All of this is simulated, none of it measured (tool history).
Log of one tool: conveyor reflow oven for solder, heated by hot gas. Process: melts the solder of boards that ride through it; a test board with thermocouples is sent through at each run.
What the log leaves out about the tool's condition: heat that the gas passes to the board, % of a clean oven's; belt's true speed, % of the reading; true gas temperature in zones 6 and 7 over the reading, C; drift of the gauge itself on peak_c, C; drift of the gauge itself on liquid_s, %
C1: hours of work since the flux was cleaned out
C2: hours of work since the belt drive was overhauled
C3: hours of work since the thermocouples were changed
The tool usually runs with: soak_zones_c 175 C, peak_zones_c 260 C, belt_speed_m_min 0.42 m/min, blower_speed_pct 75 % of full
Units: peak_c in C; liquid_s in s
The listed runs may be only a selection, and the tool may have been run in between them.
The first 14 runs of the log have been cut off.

{"run": 15, "hour": 194.5, "soak_zones_c": 175, "peak_zones_c": 253, "belt_speed_m_min": 0.42, "blower_speed_pct": 75, "C1": 236, "C2": 222, "C3": 347, "peak_c": 245.6, "liquid_s": 73.7}
{"hour": 200.8, "done": "flux residue cleaned out of gas plates and filters"}
{"run": 16, "hour": 218.8, "soak_zones_c": 175, "peak_zones_c": 253, "belt_speed_m_min": 0.42, "blower_speed_pct": 75, "C1": 8, "C2": 231, "C3": 356, "peak_c": 245.3, "liquid_s": 73}
{"run": 17, "hour": 238.3, "soak_zones_c": 179, "peak_zones_c": 253, "belt_speed_m_min": 0.42, "blower_speed_pct": 51, "C1": 17, "C2": 239, "C3": 365, "peak_c": 242.6, "liquid_s": 69.3}
{"run": 18, "hour": 260.6, "soak_zones_c": 189, "peak_zones_c": 272, "belt_speed_m_min": 0.42, "blower_speed_pct": 68, "C1": 27, "C2": 249, "C3": 375, "peak_c": 263.2, "liquid_s": 93.2}
{"run": 19, "hour": 277.5, "soak_zones_c": 184, "peak_zones_c": 272, "belt_speed_m_min": 0.42, "blower_speed_pct": 58, "C1": 35, "C2": 257, "C3": 383, "peak_c": 262.4, "liquid_s": 88.7}
{"run": 20, "hour": 296.4, "soak_zones_c": 183, "peak_zones_c": 272, "belt_speed_m_min": 0.42, "blower_speed_pct": 58, "C1": 43, "C2": 266, "C3": 391, "peak_c": 262.3, "liquid_s": 89.4}
{"run": 21, "hour": 307.6, "soak_zones_c": 183, "peak_zones_c": 272, "belt_speed_m_min": 0.441, "blower_speed_pct": 58, "C1": 48, "C2": 271, "C3": 396, "peak_c": 259.8, "liquid_s": 83.5}
{"run": 22, "hour": 329.8, "soak_zones_c": 183, "peak_zones_c": 272, "belt_speed_m_min": 0.441, "blower_speed_pct": 58, "C1": 59, "C2": 281, "C3": 406, "peak_c": 260.1, "liquid_s": 83.1}
{"hour": 339.7, "done": "flux residue cleaned out of gas plates and filters, once more"}
{"run": 23, "hour": 351.5, "soak_zones_c": 175, "peak_zones_c": 269, "belt_speed_m_min": 0.42, "blower_speed_pct": 75, "C1": 5, "C2": 288, "C3": 414, "peak_c": 261.5, "liquid_s": 86.1}
{"run": 24, "hour": 364.1, "soak_zones_c": 175, "peak_zones_c": 257, "belt_speed_m_min": 0.458, "blower_speed_pct": 90, "C1": 11, "C2": 294, "C3": 420, "peak_c": 249.9, "liquid_s": 71.2}
{"run": 25, "hour": 385.8, "soak_zones_c": 166, "peak_zones_c": 260, "belt_speed_m_min": 0.349, "blower_speed_pct": 50, "C1": 21, "C2": 304, "C3": 430, "peak_c": 252.6, "liquid_s": 92.1}
{"run": 26, "hour": 396.1, "soak_zones_c": 166, "peak_zones_c": 260, "belt_speed_m_min": 0.432, "blower_speed_pct": 88, "C1": 26, "C2": 309, "C3": 434, "peak_c": 252.9, "liquid_s": 74.6}
{"run": 27, "hour": 417.5, "soak_zones_c": 166, "peak_zones_c": 260, "belt_speed_m_min": 0.432, "blower_speed_pct": 88, "C1": 35, "C2": 318, "C3": 444, "peak_c": 252.9, "liquid_s": 74.7}
{"run": 28, "hour": 440.3, "soak_zones_c": 180, "peak_zones_c": 260, "belt_speed_m_min": 0.422, "blower_speed_pct": 52, "C1": 46, "C2": 329, "C3": 454, "peak_c": 250.3, "liquid_s": 78}
{"run": 29, "hour": 460.8, "soak_zones_c": 166, "peak_zones_c": 255, "belt_speed_m_min": 0.447, "blower_speed_pct": 78, "C1": 55, "C2": 338, "C3": 464, "peak_c": 246.9, "liquid_s": 65.3}
{"run": 30, "hour": 474.3, "soak_zones_c": 166, "peak_zones_c": 255, "belt_speed_m_min": 0.447, "blower_speed_pct": 78, "C1": 61, "C2": 344, "C3": 470, "peak_c": 246.1, "liquid_s": 65.7}
{"run": 31, "hour": 495.0, "soak_zones_c": 188, "peak_zones_c": 260, "belt_speed_m_min": 0.42, "blower_speed_pct": 75, "C1": 70, "C2": 354, "C3": 479, "peak_c": 254.4, "liquid_s": 86.6}

Here are 3 independent what-if runs from the current tool condition. What would each one return?
{"run": "A", "hour": 518.3, "soak_zones_c": 188, "peak_zones_c": 260, "belt_speed_m_min": 0.42, "blower_speed_pct": 85, "C1": 81, "C2": 364, "C3": 490, "peak_c": "?", "liquid_s": "?"}
{"run": "B", "hour": 518.3, "soak_zones_c": 169, "peak_zones_c": 275, "belt_speed_m_min": 0.42, "blower_speed_pct": 75, "C1": 81, "C2": 364, "C3": 490, "peak_c": "?", "liquid_s": "?"}
{"run": "C", "hour": 518.3, "soak_zones_c": 188, "peak_zones_c": 251, "belt_speed_m_min": 0.42, "blower_speed_pct": 58, "C1": 81, "C2": 364, "C3": 490, "peak_c": "?", "liquid_s": "?"}

run=A peak_c=254.4 liquid_s=87.7
run=B peak_c=266.2 liquid_s=86.7
run=C peak_c=243.6 liquid_s=77.8
With the hidden condition removed and each run's random variation left untouched, the same runs would have given:
run=A peak_c=254.9 liquid_s=87.6
run=B peak_c=266.7 liquid_s=86.6
run=C peak_c=244.1 liquid_s=77.9

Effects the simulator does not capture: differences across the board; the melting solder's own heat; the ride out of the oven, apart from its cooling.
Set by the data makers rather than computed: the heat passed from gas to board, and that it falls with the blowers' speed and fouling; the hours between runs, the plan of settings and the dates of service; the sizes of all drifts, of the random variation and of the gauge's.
